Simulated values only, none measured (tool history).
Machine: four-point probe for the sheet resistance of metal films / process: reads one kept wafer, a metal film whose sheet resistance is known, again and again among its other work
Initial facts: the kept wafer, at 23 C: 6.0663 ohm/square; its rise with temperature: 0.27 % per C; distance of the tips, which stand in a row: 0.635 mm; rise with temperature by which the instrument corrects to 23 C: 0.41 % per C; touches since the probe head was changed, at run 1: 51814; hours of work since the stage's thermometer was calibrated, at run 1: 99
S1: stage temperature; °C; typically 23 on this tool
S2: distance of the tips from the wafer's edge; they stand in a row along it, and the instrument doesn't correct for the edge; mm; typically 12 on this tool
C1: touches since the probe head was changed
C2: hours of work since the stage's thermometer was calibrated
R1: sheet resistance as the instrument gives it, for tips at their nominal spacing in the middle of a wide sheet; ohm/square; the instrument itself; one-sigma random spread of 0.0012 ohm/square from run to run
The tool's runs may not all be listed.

{"run": 1, "hour": 0.0, "S1": 23, "S2": 12, "C1": 51814, "C2": 99, "R1": 6.159483}
{"run": 2, "hour": 39.7, "S1": 23, "S2": 12, "C1": 54220, "C2": 129, "R1": 6.163211}
{"run": 3, "hour": 71.2, "S1": 23, "S2": 12, "C1": 56128, "C2": 153, "R1": 6.166141}
{"run": 4, "hour": 99.9, "S1": 23, "S2": 37, "C1": 57868, "C2": 174, "R1": 6.157377}
{"run": 5, "hour": 125.3, "S1": 23, "S2": 37, "C1": 59409, "C2": 193, "R1": 6.156994}
{"run": 6, "hour": 150.1, "S1": 23, "S2": 12, "C1": 60908, "C2": 212, "R1": 6.167406}
{"run": 7, "hour": 176.7, "S1": 23, "S2": 12, "C1": 62523, "C2": 232, "R1": 6.167992}
{"run": 8, "hour": 205.7, "S1": 23, "S2": 12, "C1": 64278, "C2": 254, "R1": 6.171532}
{"run": 9, "hour": 235.3, "S1": 23, "S2": 31, "C1": 66069, "C2": 276, "R1": 6.166842}
{"run": 10, "hour": 267.5, "S1": 25, "S2": 12, "C1": 68025, "C2": 300, "R1": 6.158229}
{"run": 11, "hour": 295.0, "S1": 25, "S2": 12, "C1": 69689, "C2": 321, "R1": 6.158728}
{"run": 12, "hour": 334.4, "S1": 23, "S2": 12, "C1": 72077, "C2": 351, "R1": 6.180486}
{"run": 13, "hour": 356.8, "S1": 23, "S2": 12, "C1": 73433, "C2": 367, "R1": 6.178212}
{"run": 14, "hour": 393.5, "S1": 23, "S2": 12, "C1": 75657, "C2": 395, "R1": 6.183591}
{"run": 15, "hour": 424.9, "S1": 23, "S2": 12, "C1": 77560, "C2": 419, "R1": 6.185949}
{"run": 16, "hour": 470.0, "S1": 26, "S2": 12, "C1": 80290, "C2": 452, "R1": 6.16063}
{"run": 17, "hour": 512.0, "S1": 26, "S2": 12, "C1": 82840, "C2": 484, "R1": 6.164771}
{"run": 18, "hour": 551.7, "S1": 26, "S2": 12, "C1": 85245, "C2": 514, "R1": 6.165704}
{"run": 19, "hour": 582.5, "S1": 26, "S2": 12, "C1": 87107, "C2": 537, "R1": 6.170461}
{"run": 20, "hour": 618.1, "S1": 26, "S2": 12, "C1": 89268, "C2": 564, "R1": 6.170796}
{"run": 21, "hour": 640.2, "S1": 26, "S2": 12, "C1": 90604, "C2": 580, "R1": 6.173354}
{"run": 22, "hour": 661.3, "S1": 24, "S2": 12, "C1": 91886, "C2": 596, "R1": 6.19138}
{"run": 23, "hour": 705.6, "S1": 24, "S2": 12, "C1": 94568, "C2": 630, "R1": 6.194285}
{"run": 24, "hour": 725.2, "S1": 32, "S2": 31, "C1": 95753, "C2": 644, "R1": 6.11716}
{"run": 25, "hour": 767.8, "S1": 32, "S2": 31, "C1": 98335, "C2": 676, "R1": 6.118321}
{"hour": 771.5, "done": "new probe head fitted"}
{"run": 26, "hour": 801.3, "S1": 27, "S2": 73, "C1": 1808, "C2": 701, "R1": 6.05572}
{"run": 27, "hour": 824.3, "S1": 30, "S2": 11, "C1": 3200, "C2": 718, "R1": 6.042137}
{"run": 28, "hour": 851.1, "S1": 30, "S2": 11, "C1": 4823, "C2": 738, "R1": 6.045596}
{"run": 29, "hour": 871.7, "S1": 30, "S2": 11, "C1": 6072, "C2": 754, "R1": 6.044284}
{"run": 30, "hour": 891.6, "S1": 20, "S2": 32, "C1": 7281, "C2": 769, "R1": 6.126687}
{"run": 31, "hour": 925.2, "S1": 29, "S2": 10, "C1": 9312, "C2": 794, "R1": 6.059502}
{"run": 32, "hour": 965.9, "S1": 29, "S2": 10, "C1": 11782, "C2": 825, "R1": 6.06051}
{"run": 33, "hour": 1009.8, "S1": 24, "S2": 8, "C1": 14444, "C2": 858, "R1": 6.116149}
{"run": 34, "hour": 1047.4, "S1": 20, "S2": 4, "C1": 16719, "C2": 886, "R1": 6.216333}
{"run": 35, "hour": 1089.9, "S1": 20, "S2": 4, "C1": 19294, "C2": 918, "R1": 6.219656}
{"run": 36, "hour": 1124.5, "S1": 20, "S2": 4, "C1": 21393, "C2": 944, "R1": 6.220109}
{"run": 37, "hour": 1164.7, "S1": 27, "S2": 6, "C1": 23825, "C2": 974, "R1": 6.114222}
{"run": 38, "hour": 1209.6, "S1": 30, "S2": 8, "C1": 26547, "C2": 1008, "R1": 6.076035}
{"run": 39, "hour": 1243.0, "S1": 18, "S2": 40, "C1": 28571, "C2": 1033, "R1": 6.165265}
{"run": 40, "hour": 1287.9, "S1": 32, "S2": 12, "C1": 31295, "C2": 1067, "R1": 6.050567}
{"run": 41, "hour": 1321.1, "S1": 32, "S2": 12, "C1": 33303, "C2": 1092, "R1": 6.053033}
{"run": 42, "hour": 1360.3, "S1": 23, "S2": 18, "C1": 35678, "C2": 1121, "R1": 6.128736}
{"run": 43, "hour": 1389.6, "S1": 33, "S2": 49, "C1": 37452, "C2": 1143, "R1": 6.040033}
{"run": 44, "hour": 1423.2, "S1": 20, "S2": 31, "C1": 39490, "C2": 1169, "R1": 6.159086}

Predict each of these 5 candidate next runs independently; none follows another, all start after run 44:
{"run": "A", "hour": 1460.8, "S1": 23, "S2": 8, "C1": 41768, "C2": 1197, "R1": "?"}
{"run": "B", "hour": 1460.8, "S1": 23, "S2": 4, "C1": 41768, "C2": 1197, "R1": "?"}
{"run": "C", "hour": 1460.8, "S1": 19, "S2": 18, "C1": 41768, "C2": 1197, "R1": "?"}
{"run": "D", "hour": 1460.8, "S1": 19, "S2": 53, "C1": 41768, "C2": 1197, "R1": "?"}
{"run": "E", "hour": 1460.8, "S1": 27, "S2": 12, "C1": 41768, "C2": 1197, "R1": "?"}

run=A R1=6.152906
run=B R1=6.213703
run=C R1=6.173398
run=D R1=6.16878
run=E R1=6.104486
Had the tool no hidden state, the same runs would have come out as:
run=A R1=6.088078
run=B R1=6.148282
run=C R1=6.108302
run=D R1=6.10373
run=E R1=6.040197
